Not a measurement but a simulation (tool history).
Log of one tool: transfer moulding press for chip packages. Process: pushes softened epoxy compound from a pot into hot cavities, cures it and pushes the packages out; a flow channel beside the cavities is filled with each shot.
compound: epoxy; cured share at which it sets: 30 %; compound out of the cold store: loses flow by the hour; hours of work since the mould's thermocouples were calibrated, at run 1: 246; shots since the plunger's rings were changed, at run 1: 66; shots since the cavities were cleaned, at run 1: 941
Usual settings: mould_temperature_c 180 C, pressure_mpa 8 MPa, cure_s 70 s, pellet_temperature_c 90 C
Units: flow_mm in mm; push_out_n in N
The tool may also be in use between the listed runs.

run	day	mould_temperature_c	pressure_mpa	cure_s	pellet_temperature_c	hours of work since the mould's thermocouples were calibrated	shots since the plunger's rings were changed	shots since the cavities were cleaned	incoming compound's hours out of the cold store	flow_mm	push_out_n
1	0	180	8	70	90	246	66	941	40.6	581	653
# day 0.758: cavities cleaned with cleaning compound and waxed
2	2.012	180	8	70	90	277	759	446	21	636	634
3	3.762	180	8	70	94	304	1380	1067	30.4	603	669
# day 4.167: cavities cleaned with cleaning compound and waxed
4	7.388	180	8	70	94	360	2647	1145	25.8	605	697
# day 7.629: cavities cleaned with cleaning compound and waxed
# day 8.533: plunger's sealing rings changed
5	10.704	180	8	70	90	409	771	1055	24.1	624	721
# day 11.254: cavities cleaned with cleaning compound and waxed
6	12.817	180	8	70	90	441	1499	554	14.6	653	680
# day 14.8: cavities cleaned with cleaning compound and waxed
7	15.083	180	8	70	90	475	2284	101	16.3	641	453
# day 17.479: plunger's sealing rings changed
# day 18.342: cavities cleaned with cleaning compound and waxed
8	18.679	180	8	70	85	529	406	121	30.7	605	451
9	21.279	180	8	70	85	569	1330	1045	43.9	557	703
# day 21.788: cavities cleaned with cleaning compound and waxed
10	24.8	180	8	70	85	623	2559	1071	36.2	576	707
# day 25.383: cavities cleaned with cleaning compound and waxed
# day 26.392: plunger's sealing rings changed
11	26.917	180	6.27	70	90	654	187	508	15	586	659
# day 27.942: mould's thermocouples calibrated
# day 29.129: cavities cleaned with cleaning compound and waxed
12	30.754	180	6.27	70	90	43	1499	578	10.8	590	669
# day 32.646: cavities cleaned with cleaning compound and waxed
13	32.954	180	6.27	70	90	76	2259	110	15.7	565	461
# day 35.125: plunger's sealing rings changed
# day 36.2: cavities cleaned with cleaning compound and waxed
14	36.675	188	7.38	54	85	132	528	168	35	555	528
15	39.004	180	8	95	80	168	1356	996	14.5	660	436
# day 39.692: cavities cleaned with cleaning compound and waxed
16	41.188	182	9.89	70	88	201	2111	532	44.4	613	513
# day 43.042: cavities cleaned with cleaning compound and waxed
# day 43.888: plunger's sealing rings changed
17	44.492	180	9.69	70	90	250	214	478	25.1	691	633
# day 46.654: cavities cleaned with cleaning compound and waxed
18	48.312	180	9.69	70	90	309	1551	590	20.5	696	643
# day 50.012: cavities cleaned with cleaning compound and waxed
19	50.338	180	9.69	70	90	340	2248	115	27.8	659	436
# day 52.55: plunger's sealing rings changed
20	52.925	180	6.78	71	90	378	133	998	21.4	590	700
# day 53.629: cavities cleaned with cleaning compound and waxed
21	55.446	180	7.99	51	83	417	1007	646	11.8	670	1529
# day 57.042: cavities cleaned with cleaning compound and waxed
22	58.95	180	8	83	81	470	2229	678	18.7	620	451
# day 60.521: cavities cleaned with cleaning compound and waxed
23	60.562	180	8	83	81	495	2780	14	41.1	551	246
# day 61.262: plunger's sealing rings changed
24	63.683	180	8	83	81	542	861	1087	47.8	552	486
# day 64.242: cavities cleaned with cleaning compound and waxed
25	65.979	180	6.91	83	87	577	1654	617	36.6	537	438

Run 26 comes next. What will it give?
# day 67.721: cavities cleaned with cleaning compound and waxed
26	68.038	180	8.15	67	84	608	2363	112	18.1	?	?

{"run 26": {"flow_mm": 634, "push_out_n": 520}}
Without the tool's hidden state the same run would have given flow_mm 659 mm, push_out_n 393 N.

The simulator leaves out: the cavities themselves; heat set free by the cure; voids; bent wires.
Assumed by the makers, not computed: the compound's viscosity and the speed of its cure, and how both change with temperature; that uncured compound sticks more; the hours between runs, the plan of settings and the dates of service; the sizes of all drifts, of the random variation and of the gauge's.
